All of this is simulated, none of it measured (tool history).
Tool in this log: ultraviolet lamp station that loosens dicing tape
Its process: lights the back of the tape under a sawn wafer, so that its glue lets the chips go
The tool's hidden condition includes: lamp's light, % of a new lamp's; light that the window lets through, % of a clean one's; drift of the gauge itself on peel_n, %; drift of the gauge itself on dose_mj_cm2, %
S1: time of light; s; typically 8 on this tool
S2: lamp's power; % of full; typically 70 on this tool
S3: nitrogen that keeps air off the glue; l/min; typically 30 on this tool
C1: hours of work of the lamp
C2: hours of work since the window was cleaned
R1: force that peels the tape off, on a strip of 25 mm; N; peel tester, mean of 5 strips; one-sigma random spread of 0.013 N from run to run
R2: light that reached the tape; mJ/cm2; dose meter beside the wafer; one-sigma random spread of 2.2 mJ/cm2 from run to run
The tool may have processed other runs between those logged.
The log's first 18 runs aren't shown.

run,hour,S1,S2,S3,C1,C2,R1,R2
19,239.7,4,66,30,283,350,3.575,76
20,257.4,8,85,30,294,360,0.682,191
21,264.6,8,85,30,298,365,0.688,189
22,272.1,8,100,11,302,369,1.009,220
23,279.8,8,64,44,307,374,1.045,139
24,294.4,9,77,30,315,382,0.662,186
25,308.2,12,99,26,324,391,0.241,322
26,315.4,12,99,26,328,395,0.222,319
27,325.0,12,99,26,334,400,0.233,316
28,339.1,13,66,33,342,409,0.397,226
29,346.2,13,66,33,346,413,0.407,225
# hour 348.2: window cleaned of glue's vapour
30,354.6,13,66,33,351,4,0.418,218
31,367.6,13,66,33,358,12,0.437,219
32,379.5,13,66,33,365,19,0.442,217
33,388.4,13,66,33,371,24,0.447,215
34,398.5,7,70,30,377,30,1.625,119
# hour 402.1: window cleaned of glue's vapour, once more
35,416.7,4,64,30,387,9,3.828,65
36,424.5,4,76,30,392,13,2.943,82
37,432.8,5,62,30,397,18,3.028,88
38,445.9,5,62,30,404,26,3.021,85
39,454.5,5,68,30,410,31,2.737,90
40,462.6,5,68,49,414,36,2.197,90
41,478.2,8,70,10,424,45,2.273,147
42,495.4,6,64,30,434,55,2.364,100

Branching from run 42: 3 alternative next runs. What would each branch give?
A,512.6,11,71,43,444,65,?,?
B,512.6,6,64,18,444,65,?,?
C,512.6,13,75,58,444,65,?,?

run,R1,R2
A,0.431,204
B,2.988,99
C,0.242,254
Stripped of hidden state, with their random variation kept, the same runs would have yielded:
run,R1,R2
A,0.227,280
B,1.835,136
C,0.176,348
